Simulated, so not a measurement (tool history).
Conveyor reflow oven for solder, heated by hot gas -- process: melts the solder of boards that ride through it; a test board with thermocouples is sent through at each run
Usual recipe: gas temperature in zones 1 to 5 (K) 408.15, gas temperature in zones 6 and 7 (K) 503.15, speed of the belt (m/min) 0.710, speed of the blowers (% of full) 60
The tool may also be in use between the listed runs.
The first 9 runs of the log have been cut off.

| run | hour | gas temperature in zones 1 to 5 (K) | gas temperature in zones 6 and 7 (K) | speed of the belt (m/min) | speed of the blowers (% of full) | highest temperature of the board (K) | time above the solder's melting point (s) |
|---|---|---|---|---|---|---|---|
| 10 | 82.5 | 408.15 | 495.15 | 0.710 | 60 | 475.45 | 35.7 |
| 11 | 93.3 | 408.15 | 495.15 | 0.710 | 60 | 476.25 | 35.7 |
| 12 | 99.3 | 408.15 | 495.15 | 0.710 | 60 | 475.75 | 35.7 |
| 13 | 105.8 | 408.15 | 495.15 | 0.710 | 60 | 475.95 | 35.3 |
| 14 | 113.9 | 408.15 | 503.15 | 0.710 | 73 | 486.95 | 46.5 |
| 15 | 121.4 | 408.15 | 503.15 | 0.820 | 60 | 475.95 | 30.5 |
| 16 | 130.3 | 416.15 | 494.15 | 0.602 | 60 | 481.45 | 53.9 |
| 17 | 136.0 | 416.15 | 503.15 | 0.572 | 64 | 492.05 | 67.3 |
| 18 | 146.2 | 416.15 | 503.15 | 0.595 | 51 | 487.15 | 58.6 |
| 19 | 156.6 | 416.15 | 503.15 | 0.595 | 51 | 486.85 | 58.5 |
| 20 | 162.2 | 418.15 | 508.15 | 0.715 | 55 | 486.05 | 48.0 |
| 21 | 170.4 | 418.15 | 508.15 | 0.715 | 55 | 486.05 | 48.9 |
| 22 | 178.0 | 408.15 | 516.15 | 0.716 | 60 | 492.45 | 49.8 |
| 23 | 189.9 | 408.15 | 516.15 | 0.716 | 60 | 492.65 | 50.0 |
| 24 | 196.7 | 408.15 | 503.15 | 0.826 | 84 | 483.75 | 37.7 |
| 25 | 201.6 | 418.15 | 518.15 | 0.814 | 50 | 485.65 | 41.0 |
| 26 | 208.3 | 416.15 | 509.15 | 0.814 | 50 | 479.05 | 34.1 |
| 27 | 219.6 | 408.15 | 506.15 | 0.710 | 55 | 482.45 | 41.7 |
| 28 | 228.9 | 408.15 | 506.15 | 0.586 | 64 | 492.85 | 62.3 |
| 29 | 239.6 | 408.15 | 506.15 | 0.586 | 64 | 492.45 | 62.7 |
| 30 | 249.6 | 408.15 | 506.15 | 0.586 | 64 | 492.45 | 62.1 |

Alternative continuations, all from the tool just after run 30; predict every row:
| A | 259.6 | 408.15 | 504.15 | 0.710 | 52 | ? | ? |
| B | 259.6 | 408.15 | 503.15 | 0.710 | 55 | ? | ? |
| C | 259.6 | 408.15 | 506.15 | 0.585 | 81 | ? | ? |

| run | highest temperature of the board (K) | time above the solder's melting point (s) |
|---|---|---|
| A | 478.55 | 38.6 |
| B | 479.55 | 39.6 |
| C | 495.95 | 66.3 |
Take away the tool's hidden state, keep each run's random variation, and the runs would have read:
| run | highest temperature of the board (K) | time above the solder's melting point (s) |
|---|---|---|
| A | 477.55 | 37.5 |
| B | 478.45 | 38.5 |
| C | 494.65 | 65.4 |

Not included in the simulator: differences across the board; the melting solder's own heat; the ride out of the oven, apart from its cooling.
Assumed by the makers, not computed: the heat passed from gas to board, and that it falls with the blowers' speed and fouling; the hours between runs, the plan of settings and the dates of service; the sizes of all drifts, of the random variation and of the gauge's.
